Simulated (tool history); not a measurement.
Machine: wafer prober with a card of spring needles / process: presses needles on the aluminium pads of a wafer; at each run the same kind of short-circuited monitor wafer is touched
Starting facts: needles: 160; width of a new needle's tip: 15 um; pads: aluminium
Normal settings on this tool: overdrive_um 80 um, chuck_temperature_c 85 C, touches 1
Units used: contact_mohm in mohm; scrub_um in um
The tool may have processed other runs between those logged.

| run | hour | overdrive_um | chuck_temperature_c | touches | contact_mohm | scrub_um |
|---|---|---|---|---|---|---|
| 1 | 0.0 | 80 | 85 | 1 | 160 | 20.23 |
|  | 14.7 | tips cleaned on abrasive film |
|  | 36.1 | tips cleaned on abrasive film |
| 2 | 43.4 | 80 | 85 | 1 | 165 | 20.22 |
|  | 57.2 | tips cleaned on abrasive film |
|  | 76.9 | tips cleaned on abrasive film |
| 3 | 90.3 | 80 | 85 | 1 | 165 | 20.21 |
|  | 95.5 | tips cleaned on abrasive film |
|  | 115.7 | tips cleaned on abrasive film |
| 4 | 119.3 | 80 | 85 | 1 | 161 | 20.20 |
|  | 133.4 | tips cleaned on abrasive film |
|  | 146.9 | height of the first contact set anew |
|  | 151.4 | tips cleaned on abrasive film |
| 5 | 167.3 | 80 | 85 | 1 | 161 | 20.18 |
|  | 171.2 | tips cleaned on abrasive film |
|  | 189.3 | tips cleaned on abrasive film |
| 6 | 192.7 | 80 | 65 | 1 | 160 | 20.19 |
|  | 208.5 | tips cleaned on abrasive film |
| 7 | 218.8 | 80 | 36 | 1 | 157 | 20.20 |
|  | 226.2 | tips cleaned on abrasive film |
|  | 245.9 | tips cleaned on abrasive film |
| 8 | 248.2 | 80 | 36 | 1 | 156 | 20.18 |
|  | 266.0 | tips cleaned on abrasive film |
|  | 284.4 | tips cleaned on abrasive film |
| 9 | 286.6 | 74 | 36 | 1 | 154 | 18.65 |
|  | 303.8 | tips cleaned on abrasive film |
| 10 | 309.2 | 80 | 85 | 1 | 165 | 20.15 |
|  | 321.2 | height of the first contact set anew |
|  | 325.2 | tips cleaned on abrasive film |
| 11 | 339.4 | 80 | 85 | 1 | 163 | 20.14 |
|  | 343.3 | tips cleaned on abrasive film |
|  | 363.2 | tips cleaned on abrasive film |
| 12 | 370.7 | 80 | 45 | 1 | 156 | 20.13 |
|  | 383.0 | tips cleaned on abrasive film |
|  | 401.3 | tips cleaned on abrasive film |
|  | 420.0 | tips cleaned on abrasive film |
| 13 | 420.0 | 80 | 45 | 1 | 156 | 20.13 |
|  | 440.9 | tips cleaned on abrasive film |
| 14 | 441.1 | 80 | 78 | 1 | 160 | 20.12 |
|  | 460.7 | tips cleaned on abrasive film |
| 15 | 471.9 | 90 | 54 | 1 | 156 | 22.64 |
|  | 480.1 | tips cleaned on abrasive film |
|  | 496.7 | height of the first contact set anew |
|  | 499.9 | tips cleaned on abrasive film |
| 16 | 505.3 | 90 | 54 | 1 | 157 | 22.63 |
|  | 519.7 | tips cleaned on abrasive film |
|  | 540.6 | tips cleaned on abrasive film |
| 17 | 545.8 | 90 | 54 | 1 | 151 | 22.61 |
|  | 559.0 | tips cleaned on abrasive film |
|  | 579.7 | tips cleaned on abrasive film |
| 18 | 587.0 | 96 | 32 | 1 | 151 | 24.08 |
|  | 599.1 | tips cleaned on abrasive film |
|  | 617.9 | tips cleaned on abrasive film |
|  | 637.1 | tips cleaned on abrasive film |
| 19 | 637.9 | 91 | 32 | 1 | 154 | 22.82 |
|  | 657.7 | tips cleaned on abrasive film |
|  | 669.1 | height of the first contact set anew |
| 20 | 671.6 | 68 | 109 | 2 | 168 | 17.04 |
|  | 679.8 | tips cleaned on abrasive film |
|  | 699.6 | tips cleaned on abrasive film |
| 21 | 699.6 | 85 | 40 | 2 | 154 | 21.29 |
|  | 718.5 | tips cleaned on abrasive film |
|  | 736.2 | tips cleaned on abrasive film |
| 22 | 738.2 | 73 | 72 | 2 | 161 | 18.29 |
|  | 755.8 | tips cleaned on abrasive film |
|  | 774.3 | tips cleaned on abrasive film |
| 23 | 786.1 | 73 | 72 | 2 | 163 | 18.26 |
|  | 792.3 | tips cleaned on abrasive film |
|  | 812.0 | tips cleaned on abrasive film |
|  | 833.6 | tips cleaned on abrasive film |
| 24 | 838.2 | 100 | 49 | 2 | 153 | 25.00 |
|  | 841.5 | height of the first contact set anew |
|  | 852.5 | tips cleaned on abrasive film |
|  | 870.5 | tips cleaned on abrasive film |
| 25 | 877.5 | 66 | 76 | 2 | 162 | 16.50 |
|  | 888.4 | tips cleaned on abrasive film |
| 26 | 903.3 | 82 | 87 | 1 | 163 | 20.48 |
|  | 906.9 | tips cleaned on abrasive film |
|  | 924.5 | tips cleaned on abrasive film |
| 27 | 927.0 | 64 | 87 | 1 | 165 | 15.99 |
|  | 942.3 | tips cleaned on abrasive film |
|  | 961.4 | tips cleaned on abrasive film |
| 28 | 970.4 | 61 | 43 | 1 | 158 | 15.23 |

3 options for the next run, each taken on its own from the tool as it stands now. Forecast them:
|  | 981.9 | tips cleaned on abrasive film |
|  | 1002.6 | tips cleaned on abrasive film |
|  | 1016.1 | height of the first contact set anew |
|  | 1020.6 | tips cleaned on abrasive film |
| A | 1022.3 | 80 | 43 | 2 | ? | ? |
|  | 981.9 | tips cleaned on abrasive film |
|  | 1002.6 | tips cleaned on abrasive film |
|  | 1016.1 | height of the first contact set anew |
|  | 1020.6 | tips cleaned on abrasive film |
| B | 1022.3 | 61 | 85 | 1 | ? | ? |
|  | 981.9 | tips cleaned on abrasive film |
|  | 1002.6 | tips cleaned on abrasive film |
|  | 1016.1 | height of the first contact set anew |
|  | 1020.6 | tips cleaned on abrasive film |
| C | 1022.3 | 62 | 77 | 1 | ? | ? |

| run | contact_mohm | scrub_um |
|---|---|---|
| A | 158 | 19.95 |
| B | 167 | 15.21 |
| C | 166 | 15.46 |
With the hidden condition removed and each run's random variation left untouched, the same runs would have given:
| run | contact_mohm | scrub_um |
|---|---|---|
| A | 158 | 20.23 |
| B | 167 | 15.42 |
| C | 165 | 15.67 |

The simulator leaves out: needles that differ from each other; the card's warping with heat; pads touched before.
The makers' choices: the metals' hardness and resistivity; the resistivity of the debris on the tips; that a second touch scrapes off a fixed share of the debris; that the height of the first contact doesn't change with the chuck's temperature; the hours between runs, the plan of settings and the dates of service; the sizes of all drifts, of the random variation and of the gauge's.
